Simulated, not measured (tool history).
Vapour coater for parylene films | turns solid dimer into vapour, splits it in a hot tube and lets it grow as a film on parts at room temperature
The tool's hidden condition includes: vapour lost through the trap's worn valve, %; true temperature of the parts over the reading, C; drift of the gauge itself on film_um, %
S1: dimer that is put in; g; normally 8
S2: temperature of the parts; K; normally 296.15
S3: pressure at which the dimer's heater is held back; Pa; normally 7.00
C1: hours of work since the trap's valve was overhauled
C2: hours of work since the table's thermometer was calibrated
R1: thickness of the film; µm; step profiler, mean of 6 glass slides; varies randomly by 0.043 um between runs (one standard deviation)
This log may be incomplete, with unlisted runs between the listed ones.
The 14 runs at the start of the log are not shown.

run 15 hour=195.4 | S1=8 S2=296.15 S3=7.00 | C1=364 C2=312 | R1=4.23
run 16 hour=214.8 | S1=8 S2=296.15 S3=7.00 | C1=378 C2=326 | R1=4.15
run 17 hour=229.8 | S1=8 S2=296.15 S3=7.00 | C1=389 C2=337 | R1=4.21
run 18 hour=238.5 | S1=8 S2=302.15 S3=7.00 | C1=395 C2=343 | R1=3.15
run 19 hour=258.9 | S1=8 S2=302.15 S3=7.00 | C1=410 C2=357 | R1=3.16
run 20 hour=279.3 | S1=8 S2=296.15 S3=4.80 | C1=424 C2=372 | R1=4.52
-- hour=286.2 trap's valve overhauled
run 21 hour=294.6 | S1=8 S2=296.15 S3=4.80 | C1=6 C2=380 | R1=5.10
run 22 hour=313.5 | S1=4 S2=290.15 S3=2.10 | C1=20 C2=394 | R1=4.04
run 23 hour=327.8 | S1=4 S2=296.15 S3=2.18 | C1=30 C2=404 | R1=3.03
run 24 hour=339.0 | S1=10 S2=293.15 S3=7.00 | C1=38 C2=412 | R1=6.62
run 25 hour=353.8 | S1=8 S2=296.15 S3=8.46 | C1=48 C2=422 | R1=4.43
run 26 hour=370.7 | S1=6 S2=294.15 S3=5.85 | C1=60 C2=434 | R1=3.97
run 27 hour=381.9 | S1=8 S2=293.15 S3=7.00 | C1=68 C2=443 | R1=5.28
run 28 hour=397.5 | S1=8 S2=293.15 S3=7.00 | C1=80 C2=454 | R1=5.29
run 29 hour=410.4 | S1=8 S2=293.15 S3=7.00 | C1=89 C2=463 | R1=5.21
run 30 hour=420.0 | S1=13 S2=291.15 S3=7.51 | C1=96 C2=470 | R1=9.04
run 31 hour=428.4 | S1=13 S2=291.15 S3=7.51 | C1=102 C2=476 | R1=9.11
run 32 hour=446.3 | S1=13 S2=304.15 S3=9.89 | C1=115 C2=489 | R1=4.81
run 33 hour=459.9 | S1=8 S2=293.15 S3=7.00 | C1=124 C2=498 | R1=5.14
run 34 hour=478.1 | S1=8 S2=293.15 S3=7.00 | C1=137 C2=511 | R1=5.09
run 35 hour=493.0 | S1=8 S2=288.15 S3=2.74 | C1=148 C2=522 | R1=7.92
run 36 hour=510.8 | S1=6 S2=296.15 S3=3.74 | C1=161 C2=535 | R1=3.84
run 37 hour=529.5 | S1=7 S2=293.15 S3=6.86 | C1=174 C2=548 | R1=4.39
run 38 hour=542.9 | S1=6 S2=293.15 S3=6.86 | C1=184 C2=558 | R1=3.81
run 39 hour=557.7 | S1=6 S2=305.15 S3=7.00 | C1=194 C2=568 | R1=2.19

Consider 5 possible next runs. They are alternatives, not a sequence: every one starts from the tool as it was left by run 39. What does each give?
run A hour=575.5 | S1=3 S2=295.15 S3=7.00 | C1=207 C2=581 | R1=?
run B hour=575.5 | S1=3 S2=290.15 S3=2.54 | C1=207 C2=581 | R1=?
run C hour=575.5 | S1=5 S2=307.15 S3=5.03 | C1=207 C2=581 | R1=?
run D hour=575.5 | S1=6 S2=298.15 S3=7.96 | C1=207 C2=581 | R1=?
run E hour=575.5 | S1=3 S2=293.15 S3=7.00 | C1=207 C2=581 | R1=?

run=A R1=1.69
run=B R1=2.70
run=C R1=1.80
run=D R1=2.93
run=E R1=1.92
Without the tool's hidden state the same runs would have given:
run=A R1=1.83
run=B R1=2.93
run=C R1=1.96
run=D R1=3.17
run=E R1=2.08
